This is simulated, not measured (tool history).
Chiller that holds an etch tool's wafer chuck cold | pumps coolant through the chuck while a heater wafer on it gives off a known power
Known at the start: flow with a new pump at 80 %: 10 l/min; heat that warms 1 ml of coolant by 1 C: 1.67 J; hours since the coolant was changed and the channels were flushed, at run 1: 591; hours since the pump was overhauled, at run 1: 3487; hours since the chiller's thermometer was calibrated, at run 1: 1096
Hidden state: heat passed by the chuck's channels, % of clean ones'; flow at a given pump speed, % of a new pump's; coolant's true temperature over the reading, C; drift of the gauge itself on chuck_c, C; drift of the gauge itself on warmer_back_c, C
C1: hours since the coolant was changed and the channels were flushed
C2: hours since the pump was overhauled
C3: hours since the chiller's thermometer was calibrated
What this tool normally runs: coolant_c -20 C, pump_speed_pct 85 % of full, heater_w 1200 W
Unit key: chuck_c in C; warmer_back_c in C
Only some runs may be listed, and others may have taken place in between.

Run 1, day 0: usual settings; C1 591; C2 3487; C3 1096. Result: chuck_c -10.7 C, warmer_back_c 4.22 C.
Run 2, day 1.771: usual settings but coolant_c -26 C; C1 633; C2 3530; C3 1138. Result: chuck_c -16.9 C, warmer_back_c 4.24 C.
Run 3, day 5.342: usual settings but coolant_c -17 C; C1 719; C2 3615; C3 1224. Result: chuck_c -7.7 C, warmer_back_c 4.24 C.
Run 4, day 7.421: usual settings but coolant_c -17 C; C1 769; C2 3665; C3 1274. Result: chuck_c -7.7 C, warmer_back_c 4.25 C.
Run 5, day 11.454: usual settings; C1 865; C2 3762; C3 1371. Result: chuck_c -10.8 C, warmer_back_c 4.27 C.
Run 6, day 13.158: usual settings but pump_speed_pct 64 % of full; C1 906; C2 3803; C3 1412. Result: chuck_c -8.4 C, warmer_back_c 5.7 C.
Run 7, day 14.9: usual settings but pump_speed_pct 64 % of full; C1 948; C2 3845; C3 1453. Result: chuck_c -8 C, warmer_back_c 5.67 C.
Run 8, day 18.162: usual settings but pump_speed_pct 64 % of full; C1 1026; C2 3923; C3 1532. Result: chuck_c -8.1 C, warmer_back_c 5.61 C.
Run 9, day 21.417: usual settings but pump_speed_pct 64 % of full; C1 1105; C2 4001; C3 1610. Result: chuck_c -8 C, warmer_back_c 5.65 C.
Run 10, day 24.788: usual settings but pump_speed_pct 64 % of full; C1 1185; C2 4082; C3 1691. Result: chuck_c -7.8 C, warmer_back_c 5.65 C.
Run 11, day 27.004: usual settings but pump_speed_pct 64 % of full; C1 1239; C2 4135; C3 1744. Result: chuck_c -8.2 C, warmer_back_c 5.71 C.
Run 12, day 30.242: usual settings but heater_w 1174 W; C1 1316; C2 4213; C3 1822. Result: chuck_c -10.7 C, warmer_back_c 4.26 C.
Run 13, day 33.204: usual settings but heater_w 1174 W; C1 1387; C2 4284; C3 1893. Result: chuck_c -10.6 C, warmer_back_c 4.17 C.
Run 14, day 37.283: usual settings but heater_w 1247 W; C1 1485; C2 4382; C3 1991. Result: chuck_c -10 C, warmer_back_c 4.48 C.
Run 15, day 39.617: usual settings but coolant_c -15 C; C1 1541; C2 4438; C3 2047. Result: chuck_c -5.3 C, warmer_back_c 4.33 C.
Run 16, day 42.575: usual settings but heater_w 1482 W; C1 1612; C2 4509; C3 2118. Result: chuck_c -8.1 C, warmer_back_c 5.41 C.
Run 17, day 45.246: usual settings but heater_w 1482 W; C1 1676; C2 4573; C3 2182. Result: chuck_c -8.2 C, warmer_back_c 5.37 C.
Run 18, day 48.642: usual settings but coolant_c -27 C, pump_speed_pct 60 % of full, heater_w 1543 W; C1 1758; C2 4654; C3 2263. Result: chuck_c -10.6 C, warmer_back_c 7.89 C.
Run 19, day 50.354: usual settings but coolant_c -18 C, pump_speed_pct 67 % of full, heater_w 981 W; C1 1799; C2 4696; C3 2304. Result: chuck_c -8.3 C, warmer_back_c 4.56 C.
Run 20, day 52.875: usual settings but coolant_c -18 C, pump_speed_pct 67 % of full, heater_w 981 W; C1 1860; C2 4756; C3 2365. Result: chuck_c -8.4 C, warmer_back_c 4.52 C.
At day 53.142: chiller's thermometer calibrated.
Run 21, day 56.721: usual settings but coolant_c -18 C, pump_speed_pct 67 % of full, heater_w 981 W; C1 1951; C2 4847; C3 86. Result: chuck_c -8.2 C, warmer_back_c 4.55 C.
Run 22, day 59.617: usual settings but coolant_c -25 C, pump_speed_pct 91 % of full, heater_w 717 W; C1 2020; C2 4917; C3 155. Result: chuck_c -19.2 C, warmer_back_c 2.48 C.
Run 23, day 62.225: usual settings but coolant_c -25 C, pump_speed_pct 67 % of full, heater_w 717 W; C1 2083; C2 4979; C3 218. Result: chuck_c -17.6 C, warmer_back_c 3.28 C.
Run 24, day 65.921: usual settings but coolant_c -19 C, pump_speed_pct 90 % of full, heater_w 1078 W; C1 2172; C2 5068; C3 307. Result: chuck_c -10.4 C, warmer_back_c 3.63 C.
At day 66.833: chiller's thermometer calibrated, once more.
Run 25, day 69.004: usual settings but coolant_c -14 C, pump_speed_pct 74 % of full, heater_w 1726 W; C1 2245; C2 5141; C3 52. Result: chuck_c 1.7 C, warmer_back_c 7.23 C.
Run 26, day 71.358: usual settings but coolant_c -24 C, pump_speed_pct 86 % of full, heater_w 1532 W; C1 2301; C2 5198; C3 109. Result: chuck_c -11.6 C, warmer_back_c 5.51 C.
Run 27, day 74.15: usual settings but coolant_c -17 C, pump_speed_pct 68 % of full, heater_w 1079 W; C1 2368; C2 5265; C3 176. Result: chuck_c -6.5 C, warmer_back_c 4.94 C.
Run 28, day 76.154: usual settings but coolant_c -17 C, pump_speed_pct 68 % of full, heater_w 1079 W; C1 2416; C2 5313; C3 224. Result: chuck_c -6.3 C, warmer_back_c 4.92 C.
Run 29, day 78.821: usual settings but coolant_c -23 C, pump_speed_pct 72 % of full; C1 2480; C2 5377; C3 288. Result: chuck_c -11.7 C, warmer_back_c 5.23 C.
Run 30, day 82.412: usual settings but coolant_c -21 C, pump_speed_pct 67 % of full, heater_w 1713 W; C1 2566; C2 5463; C3 374. Result: chuck_c -3.7 C, warmer_back_c 8 C.
Run 31, day 85.383: usual settings but coolant_c -26 C, pump_speed_pct 70 % of full, heater_w 1068 W; C1 2638; C2 5534; C3 445. Result: chuck_c -15.9 C, warmer_back_c 4.71 C.

Predict each of these 3 candidate next runs independently; none follows another, all start after run 31:
Run A, day 87.433: usual settings but coolant_c -18 C; C1 2687; C2 5583; C3 494. Result: chuck_c ?, warmer_back_c ?.
Run B, day 87.433: usual settings but coolant_c -13 C; C1 2687; C2 5583; C3 494. Result: chuck_c ?, warmer_back_c ?.
Run C, day 87.433: usual settings but coolant_c -26 C, pump_speed_pct 70 % of full, heater_w 690 W; C1 2687; C2 5583; C3 494. Result: chuck_c ?, warmer_back_c ?.

run  chuck_c  warmer_back_c
  A     -8.1            4.4
  B     -3.1           4.43
  C    -19.2           3.04
With no hidden state in the tool, these same runs would have given:
run  chuck_c  warmer_back_c
  A     -9.5           4.08
  B     -4.4            4.1
  C    -20.1           2.81
